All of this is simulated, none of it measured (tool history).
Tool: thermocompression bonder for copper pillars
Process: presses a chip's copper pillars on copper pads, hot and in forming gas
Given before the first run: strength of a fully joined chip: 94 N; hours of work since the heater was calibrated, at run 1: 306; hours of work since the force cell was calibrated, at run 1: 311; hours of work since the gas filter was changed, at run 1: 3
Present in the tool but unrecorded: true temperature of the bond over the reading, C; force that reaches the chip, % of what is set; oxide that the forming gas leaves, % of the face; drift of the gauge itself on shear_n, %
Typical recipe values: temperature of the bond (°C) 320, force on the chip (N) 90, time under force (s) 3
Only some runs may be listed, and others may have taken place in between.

run     day  temperature of the bond (°C)  force on the chip (N)  time under force (s)  hours of work since the heater was calibrated  hours of work since the force cell was calibrated  hours of work since the gas filter was changed  force that shears a chip off (N)
  1       0                           320                     90                     3                                            306                                                311                                               3                              62.4
  2   0.996                           320                     90                     3                                            319                                                323                                              15                              62.6
  3   1.962                           306                     90                     3                                            331                                                335                                              27                              54.8
  4   3.425                           306                     90                     3                                            349                                                353                                              45                                54
  5   5.071                           320                     62                     3                                            369                                                373                                              65                                47
  6   6.571                           320                     90                     3                                            388                                                392                                              84                              58.7
  7   7.725                           319                     79                     2                                            402                                                406                                              98                              47.4
        8.3  -- forming gas filter changed
  8   8.858                           319                     79                     2                                            415                                                420                                               7                              50.7
  9    10.3                           320                     96                     3                                            433                                                438                                              25                              64.5
 10  11.725                           320                     96                     3                                            451                                                455                                              42                                64
 11  13.475                           320                     90                     4                                            472                                                477                                              64                              64.9
 12  14.254                           308                     90                     2                                            482                                                486                                              73                                48

Each row is a separate what-if for the run after 12, all from the same tool condition, not one after another. Results?
  A  16.058                           320                    108                     5                                            504                                                509                                              96                                 ?
  B  16.058                           332                     90                     2                                            504                                                509                                              96                                 ?
  C  16.058                           306                     91                     3                                            504                                                509                                              96                                 ?
  D  16.058                           334                     67                     2                                            504                                                509                                              96                                 ?

run  force that shears a chip off (N)
  A                              70.8
  B                              57.1
  C                              52.4
  D                              48.4
With the hidden condition removed and each run's random variation left untouched, the same runs would have given:
run  force that shears a chip off (N)
  A                              74.9
  B                              59.4
  C                                54
  D                              49.9
